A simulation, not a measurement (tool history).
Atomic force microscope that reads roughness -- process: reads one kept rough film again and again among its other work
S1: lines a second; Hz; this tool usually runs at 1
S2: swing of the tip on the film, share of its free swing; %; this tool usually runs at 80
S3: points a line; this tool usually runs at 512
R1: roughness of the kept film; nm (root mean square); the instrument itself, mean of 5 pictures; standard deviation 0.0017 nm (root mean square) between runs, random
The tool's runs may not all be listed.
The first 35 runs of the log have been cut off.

Run 36, day 33.3: usual settings but S1 0.82 Hz, S2 59 %, S3 276. Result: R1 0.759 nm (root mean square).
Run 37, day 33.925: usual settings but S1 0.82 Hz, S2 59 %, S3 276. Result: R1 0.758 nm (root mean square).
At day 34.492: new tip fitted.
Run 38, day 34.575: usual settings but S2 55 %, S3 312. Result: R1 0.763 nm (root mean square).
Run 39, day 35.958: usual settings but S1 1.3 Hz, S2 62 %, S3 438. Result: R1 0.749 nm (root mean square).
Run 40, day 36.683: usual settings but S1 0.79 Hz, S3 863. Result: R1 0.728 nm (root mean square).
Run 41, day 37.646: usual settings but S2 69 %. Result: R1 0.743 nm (root mean square).
At day 38.162: new tip fitted.
Run 42, day 38.412: usual settings but S3 388. Result: R1 0.716 nm (root mean square).
Run 43, day 39.471: usual settings but S1 1.67 Hz, S2 85 %, S3 403. Result: R1 0.658 nm (root mean square).
Run 44, day 40.867: usual settings but S1 1.33 Hz, S2 72 %, S3 403. Result: R1 0.723 nm (root mean square).
At day 41.817: new tip fitted.
Run 45, day 41.971: usual settings but S1 1.32 Hz, S2 76 %, S3 403. Result: R1 0.713 nm (root mean square).
Run 46, day 42.975: usual settings but S1 2.44 Hz, S2 66 %, S3 411. Result: R1 0.709 nm (root mean square).
Run 47, day 44.117: usual settings but S1 3.86 Hz, S2 61 %, S3 260. Result: R1 0.698 nm (root mean square).
Run 48, day 45.383: usual settings but S1 3.86 Hz, S2 61 %, S3 260. Result: R1 0.694 nm (root mean square).
At day 45.467: new tip fitted.
Run 49, day 46.196: usual settings but S2 55 %, S3 518. Result: R1 0.765 nm (root mean square).
Run 50, day 46.904: usual settings but S2 81 %, S3 357. Result: R1 0.712 nm (root mean square).

What if the next run were any one of these 3? Each begins from the tool's condition after run 50:
Run A, day 47.883: usual settings but S1 3.75 Hz, S2 63 %, S3 350. Result: R1 ?.
Run B, day 47.883: usual settings but S1 0.92 Hz, S2 67 %, S3 357. Result: R1 ?.
Run C, day 47.883: usual settings but S1 1.13 Hz. Result: R1 ?.

run     R1
  A  0.688
  B  0.747
  C  0.708
With no hidden state in the tool, these same runs would have given:
run     R1
  A  0.688
  B  0.748
  C  0.709
